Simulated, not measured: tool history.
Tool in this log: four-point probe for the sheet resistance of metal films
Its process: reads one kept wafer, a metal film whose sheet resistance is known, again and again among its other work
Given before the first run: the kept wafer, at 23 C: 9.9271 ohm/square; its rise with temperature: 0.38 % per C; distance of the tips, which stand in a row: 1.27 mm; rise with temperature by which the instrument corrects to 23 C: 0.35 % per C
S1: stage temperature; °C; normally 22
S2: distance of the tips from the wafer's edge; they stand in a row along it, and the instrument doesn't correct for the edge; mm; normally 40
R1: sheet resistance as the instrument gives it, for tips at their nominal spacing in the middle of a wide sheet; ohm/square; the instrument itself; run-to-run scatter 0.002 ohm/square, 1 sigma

run	hour	S1	S2	R1
1	0.0	22	40	9.846371
2	22.6	22	43	9.840239
3	44.6	24	40	9.847373
4	74.5	32	40	9.875213
5	93.5	32	40	9.876367
6	110.4	25	40	9.848349
7	128.3	25	40	9.850051
8	159.2	25	40	9.844874
9	190.3	22	8	9.962490
10	217.3	33	8	9.994429
11	243.8	33	8	9.990318
12	271.3	33	8	9.994258
13	297.3	33	8	9.989721
14	322.8	28	8	9.973782
15	340.8	23	40	9.832236
16	367.7	23	40	9.834787
17	399.1	23	40	9.830774
18	425.1	22	40	9.828279
19	448.7	22	8	9.954352
20	472.2	22	8	9.947578
21	494.5	22	3	10.675414
22	510.9	22	3	10.673374
23	534.2	22	43	9.821169
24	551.2	25	21	9.844274
25	575.1	24	9	9.924718
26	596.2	23	6	10.051097
27	613.2	23	6	10.050750
28	638.5	23	6	10.046827
29	652.9	29	63	9.838778
30	674.4	34	19	9.873596
31	692.9	22	9	9.913427
32	714.8	30	10	9.917459
33	745.2	24	31	9.820104
34	777.3	25	31	9.828020
35	797.2	29	3	10.684837
36	812.9	20	8	9.928692
37	839.9	20	8	9.929171
38	868.0	20	8	9.925840
39	893.5	34	12	9.899474
40	919.5	21	15	9.836779
41	939.3	21	15	9.835045
42	961.7	22	74	9.798791
43	976.1	25	40	9.812406
# hour 986.6: stage's thermometer calibrated
44	1005.2	30	68	9.849917
45	1029.5	30	68	9.847746

Alternative continuations, all from the tool just after run 45; predict every row:
A	1044.3	19	12	?
B	1044.3	30	4	?
C	1044.3	18	68	?
D	1044.3	22	54	?

run	R1
A	9.868681
B	10.352486
C	9.807894
D	9.820190
What these runs would have given with no unlogged condition in the tool:
run	R1
A	9.973229
B	10.461951
C	9.911828
D	9.924331
